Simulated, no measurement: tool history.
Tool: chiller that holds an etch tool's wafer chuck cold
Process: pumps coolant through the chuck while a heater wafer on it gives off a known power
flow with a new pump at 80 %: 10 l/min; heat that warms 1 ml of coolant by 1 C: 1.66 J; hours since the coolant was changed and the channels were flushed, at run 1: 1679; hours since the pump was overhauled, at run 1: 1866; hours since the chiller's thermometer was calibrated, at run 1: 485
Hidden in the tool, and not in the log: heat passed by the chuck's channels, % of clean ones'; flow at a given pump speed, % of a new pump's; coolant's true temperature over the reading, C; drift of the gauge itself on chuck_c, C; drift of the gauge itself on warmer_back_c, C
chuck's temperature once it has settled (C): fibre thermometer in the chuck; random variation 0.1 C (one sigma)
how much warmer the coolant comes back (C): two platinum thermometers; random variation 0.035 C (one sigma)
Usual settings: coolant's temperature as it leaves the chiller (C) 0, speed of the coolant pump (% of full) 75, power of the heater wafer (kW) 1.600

run      day  coolant's temperature as it leaves the chiller (C)  speed of the coolant pump (% of full)  power of the heater wafer (kW)  hours since the coolant was changed and the channels were flushed  hours since the pump was overhauled  hours since the chiller's thermometer was calibrated  chuck's temperature once it has settled (C)  how much warmer the coolant comes back (C)
  1    0.000                                                   0                                     75                           1.600                                                               1679                                 1866                                                   485                                         12.4                                        6.63
  2    6.042                                                   0                                     75                           1.600                                                               1824                                 2011                                                   630                                         12.7                                        6.67
  3   11.975                                                   0                                     75                           1.600                                                               1967                                 2153                                                   772                                         12.4                                        6.66
  4   18.850                                                   0                                     95                           1.600                                                               2132                                 2319                                                   937                                         11.0                                        5.16
  5   25.429                                                   0                                     97                           1.600                                                               2289                                 2476                                                  1095                                         10.9                                        5.19
  6   31.075                                                  -9                                     75                           1.600                                                               2425                                 2612                                                  1231                                          3.8                                        6.76
  7   38.317                                                  -9                                     75                           1.600                                                               2599                                 2786                                                  1405                                          4.0                                        6.77
  8   42.154                                                  -9                                     75                           0.868                                                               2691                                 2878                                                  1497                                         -2.0                                        3.66
  9   48.771                                                  -9                                     75                           0.868                                                               2850                                 3037                                                  1655                                         -1.9                                        3.70
 10   56.321                                                  -9                                     75                           0.868                                                               3031                                 3218                                                  1837                                         -1.9                                        3.76
 11   63.875                                                  -9                                     97                           0.868                                                               3212                                 3399                                                  2018                                         -3.0                                        2.88
 12   67.346                                                  -8                                     75                           1.600                                                               3295                                 3482                                                  2101                                          5.6                                        6.98
      68.867  -- chiller's thermometer calibrated
 13   73.704                                                   0                                     75                           1.600                                                               3447                                 3634                                                   116                                         14.0                                        6.96
 14   79.067                                                   0                                     75                           1.600                                                               3576                                 3763                                                   245                                         14.0                                        6.98
 15   83.729                                                   0                                     75                           1.600                                                               3688                                 3875                                                   357                                         14.1                                        7.10
 16   88.829                                                   0                                     68                           1.600                                                               3810                                 3997                                                   479                                         15.1                                        7.81
      89.492  -- coolant changed, channels flushed
 17   92.279                                                  -6                                     86                           1.600                                                                 67                                 4074                                                   556                                          5.4                                        6.16
 18   96.033                                                  -6                                     75                           1.600                                                                157                                 4164                                                   646                                          6.5                                        7.18
 19  100.008                                                  -6                                     75                           1.600                                                                252                                 4259                                                   741                                          6.6                                        7.18
 20  106.029                                                  -9                                     72                           1.112                                                                397                                 4404                                                   886                                          0.2                                        5.24
 21  110.929                                                   0                                     79                           1.207                                                                515                                 4521                                                  1004                                          9.2                                        5.18
 22  118.433                                                   0                                     79                           1.207                                                                695                                 4701                                                  1184                                          9.4                                        5.23
 23  125.917                                                   0                                     88                           1.207                                                                874                                 4881                                                  1363                                          8.6                                        4.78
 24  132.383                                                   0                                     88                           1.207                                                               1029                                 5036                                                  1518                                          8.7                                        4.66
 25  136.675                                                   0                                     88                           1.207                                                               1132                                 5139                                                  1621                                          8.9                                        4.69
 26  141.750                                                   0                                     88                           1.207                                                               1254                                 5261                                                  1743                                          8.7                                        4.79
 27  146.267                                                 -10                                     74                           0.972                                                               1363                                 5370                                                  1852                                         -1.9                                        4.62
 28  152.579                                                   0                                     63                           2.064                                                               1514                                 5521                                                  2003                                         19.5                                       11.52
     158.429  -- chiller's thermometer calibrated
 29  158.529                                                   0                                     63                           2.064                                                               1656                                 5663                                                     2                                         19.8                                       11.66
 30  165.596                                                  -5                                     92                           1.711                                                               1826                                 5832                                                   172                                          8.0                                        6.64
 31  169.696                                                   2                                     95                           1.711                                                               1924                                 5931                                                   270                                         14.7                                        6.50

Forecast each of these 5 alternatives for the next run:
  A  176.638                                                   4                                     75                           1.600                                                               2091                                 6097                                                   437                                            ?                                           ?
  B  176.638                                                   2                                     75                           0.841                                                               2091                                 6097                                                   437                                            ?                                           ?
  C  176.638                                                   0                                     86                           0.971                                                               2091                                 6097                                                   437                                            ?                                           ?
  D  176.638                                                   0                                     95                           1.600                                                               2091                                 6097                                                   437                                            ?                                           ?
  E  176.638                                                  -5                                     95                           0.924                                                               2091                                 6097                                                   437                                            ?                                           ?

run  chuck's temperature once it has settled (C)  how much warmer the coolant comes back (C)
  A                                         18.0                                        7.76
  B                                          9.4                                        4.06
  C                                          7.7                                        4.14
  D                                         11.9                                        6.11
  E                                          1.9                                        3.50
Without the tool's hidden state the same runs would have given:
run  chuck's temperature once it has settled (C)  how much warmer the coolant comes back (C)
  A                                         15.4                                        6.19
  B                                          8.0                                        3.23
  C                                          6.3                                        3.31
  D                                          9.7                                        4.88
  E                                          0.6                                        2.79
